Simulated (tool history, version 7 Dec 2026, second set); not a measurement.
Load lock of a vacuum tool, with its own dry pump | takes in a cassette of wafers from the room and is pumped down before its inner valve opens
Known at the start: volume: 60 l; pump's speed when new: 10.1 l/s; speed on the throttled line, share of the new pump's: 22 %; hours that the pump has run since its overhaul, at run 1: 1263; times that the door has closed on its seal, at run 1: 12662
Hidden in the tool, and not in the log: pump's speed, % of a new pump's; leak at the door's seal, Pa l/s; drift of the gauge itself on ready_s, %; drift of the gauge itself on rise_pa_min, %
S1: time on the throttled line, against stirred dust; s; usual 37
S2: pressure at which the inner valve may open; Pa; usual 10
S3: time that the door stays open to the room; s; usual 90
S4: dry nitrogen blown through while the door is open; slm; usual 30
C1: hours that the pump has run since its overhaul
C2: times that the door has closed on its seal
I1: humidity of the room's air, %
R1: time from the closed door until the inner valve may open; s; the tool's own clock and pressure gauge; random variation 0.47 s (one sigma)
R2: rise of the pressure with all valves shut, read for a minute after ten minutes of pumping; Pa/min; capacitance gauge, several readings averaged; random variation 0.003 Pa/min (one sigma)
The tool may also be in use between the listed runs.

run      day  S1  S2   S3  S4     C1     C2    I1     R1     R2
  1    0.000  37  10   90  30   1263  12662  41.0   84.4  0.132
  2   25.071  37  10   90  30   1865  13511  47.1   84.6  0.145
  3   41.400  37  10   90  30   2257  14065  46.5   85.0  0.146
  4   62.650  37  10   90  30   2767  14785  44.7   85.2  0.166
  5   83.133  37  10   90  30   3259  15479  43.3   85.7  0.169
  6   96.804  23  10   90  30   3587  15943  46.6   75.1  0.180
  7  116.142  23  10   90  30   4051  16598  43.1   74.1  0.185
  8  132.542  48  10   90  30   4444  17154  47.0   93.7  0.188
  9  146.888  37  10   90  30   4789  17640  45.2   86.4  0.200
 10  169.875  37  10   41  30   5340  18419  45.1   85.8  0.207
 11  191.129  37   9   41  30   5850  19139  45.9   86.9  0.223
 12  216.142  37  10   90  20   6451  19987  44.1   86.2  0.242
 13  232.946  37  10   90  20   6854  20557  43.8   87.2  0.248
 14  244.088  37  10   90  20   7121  20934  46.5   87.6  0.262
 15  264.200  37  10   90  20   7604  21616  42.3   87.2  0.270
 16  282.250  37  10   90  33   8037  22228  45.2   87.6  0.282
 17  305.275  37  10   90  33   8590  23008  44.4   87.9  0.296
 18  330.388  37  10   90  33   9193  23859  46.6   87.6  0.315
 19  349.875  37  10   90  33   9660  24520  44.9   88.0  0.322
 20  369.308  37  10   90  33  10127  25178  42.7   88.0  0.333
 21  385.825  37  12   41  33  10523  25738  45.6   87.0  0.357
 22  404.933  37  10  140   4  10982  26386  45.4   89.6  0.397
 23  426.542  30  10   90   9  11500  27118  46.8   83.5  0.390
     432.458  -- door's seal changed, seat wiped
 24  449.454  30  10   90   9  12049    576  47.1   84.2  0.032
 25  467.346  30  10   90   9  12478   1182  42.3   84.4  0.034
 26  479.738  37  16  174  27  12775   1602  45.4   86.8  0.035
 27  494.021  37  16  174  27  13118   2086  41.8   86.6  0.035
 28  510.821  30  18  174  27  13522   2656  43.7   81.3  0.039
 29  524.646  30  10   90  30  13853   3124  45.6   85.5  0.033
 30  548.696  56  10  162   5  14431   3939  47.0  104.7  0.075
 31  572.212  43  10  162  32  14995   4736  48.1   95.4  0.048
 32  583.117  37  12  203  30  15257   5106  44.4   88.7  0.057
 33  605.875  58  13   90  18  15803   5877  45.3  104.8  0.053
 34  617.758  58  13   90  18  16088   6280  45.4  105.3  0.057
 35  632.421  27  13   66  18  16440   6777  42.5   82.1  0.058
 36  647.558  37  10  112  24  16803   7290  47.0   91.0  0.064

Forecast each of these 4 alternatives for the next run:
  A  667.517  21   8  112  15  17282  7967  42.1   ?   ?
  B  667.517  37  10   31   5  17282  7967  45.0   ?   ?
  C  667.517  31  10  226   6  17282  7967  45.2   ?   ?
  D  667.517  29  13   90  18  17282  7967  45.2   ?   ?

run    R1     R2
  A  82.1  0.072
  B  92.0  0.070
  C  88.0  0.109
  D  84.5  0.072
Without the tool's hidden state the same runs would have given:
run    R1     R2
  A  73.4  0.018
  B  84.1  0.015
  C  79.9  0.054
  D  76.5  0.018
